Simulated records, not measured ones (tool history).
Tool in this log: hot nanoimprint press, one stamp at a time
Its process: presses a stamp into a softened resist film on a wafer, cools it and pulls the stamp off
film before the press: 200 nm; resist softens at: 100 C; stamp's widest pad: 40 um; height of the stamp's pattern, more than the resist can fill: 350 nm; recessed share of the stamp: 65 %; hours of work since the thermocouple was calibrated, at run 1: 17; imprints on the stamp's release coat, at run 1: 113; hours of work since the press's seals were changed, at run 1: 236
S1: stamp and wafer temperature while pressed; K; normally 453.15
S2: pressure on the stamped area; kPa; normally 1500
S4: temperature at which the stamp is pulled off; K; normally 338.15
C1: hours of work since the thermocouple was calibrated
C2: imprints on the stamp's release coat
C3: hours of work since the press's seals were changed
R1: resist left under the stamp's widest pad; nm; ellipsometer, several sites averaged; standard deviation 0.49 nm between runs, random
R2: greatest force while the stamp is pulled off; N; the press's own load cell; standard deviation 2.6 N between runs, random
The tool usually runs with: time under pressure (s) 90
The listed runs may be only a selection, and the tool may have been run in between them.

Run 1, hour 0.0: usual settings; C1 17; C2 113; C3 236. Result: R1 104.0 nm, R2 151 N.
Run 2, hour 13.7: usual settings; C1 24; C2 136; C3 243. Result: R1 103.9 nm, R2 154 N.
Run 3, hour 19.9: usual settings; C1 27; C2 147; C3 246. Result: R1 103.1 nm, R2 154 N.
Run 4, hour 27.5: usual settings; C1 30; C2 160; C3 249. Result: R1 105.2 nm, R2 152 N.
Run 5, hour 35.3: usual settings; C1 34; C2 174; C3 253. Result: R1 104.0 nm, R2 153 N.
Run 6, hour 43.2: usual settings but time under pressure (s) 68; C1 38; C2 187; C3 257. Result: R1 114.5 nm, R2 155 N.
Run 7, hour 54.6: usual settings but S2 1240 kPa; C1 43; C2 207; C3 262. Result: R1 113.7 nm, R2 154 N.
Run 8, hour 63.4: usual settings but S1 442.15 K; C1 47; C2 223; C3 266. Result: R1 144.7 nm, R2 155 N.
Run 9, hour 72.1: usual settings but S1 442.15 K; C1 51; C2 238; C3 270. Result: R1 146.3 nm, R2 153 N.
Run 10, hour 80.2: usual settings but S1 442.15 K; C1 55; C2 252; C3 274. Result: R1 145.9 nm, R2 153 N.
Run 11, hour 92.0: usual settings but S1 442.15 K; C1 61; C2 272; C3 280. Result: R1 146.9 nm, R2 156 N.
Run 12, hour 101.5: usual settings but S2 1970 kPa; C1 65; C2 289; C3 284. Result: R1 93.3 nm, R2 149 N.
Run 13, hour 115.2: usual settings but time under pressure (s) 170; C1 72; C2 312; C3 291. Result: R1 82.5 nm, R2 151 N.
Run 14, hour 126.1: usual settings; C1 77; C2 331; C3 296. Result: R1 105.3 nm, R2 150 N.
Run 15, hour 135.9: usual settings; C1 81; C2 348; C3 300. Result: R1 105.4 nm, R2 153 N.

Predict the results of run 16:
Run 16, hour 145.5: usual settings but S4 330.15 K; C1 86; C2 365; C3 305. Result: R1 ?, R2 ?.

R1: 105.7 nm
R2: 175 N
Had the tool carried no hidden state, the very same run would have given R1 104.6 nm, R2 174 N.

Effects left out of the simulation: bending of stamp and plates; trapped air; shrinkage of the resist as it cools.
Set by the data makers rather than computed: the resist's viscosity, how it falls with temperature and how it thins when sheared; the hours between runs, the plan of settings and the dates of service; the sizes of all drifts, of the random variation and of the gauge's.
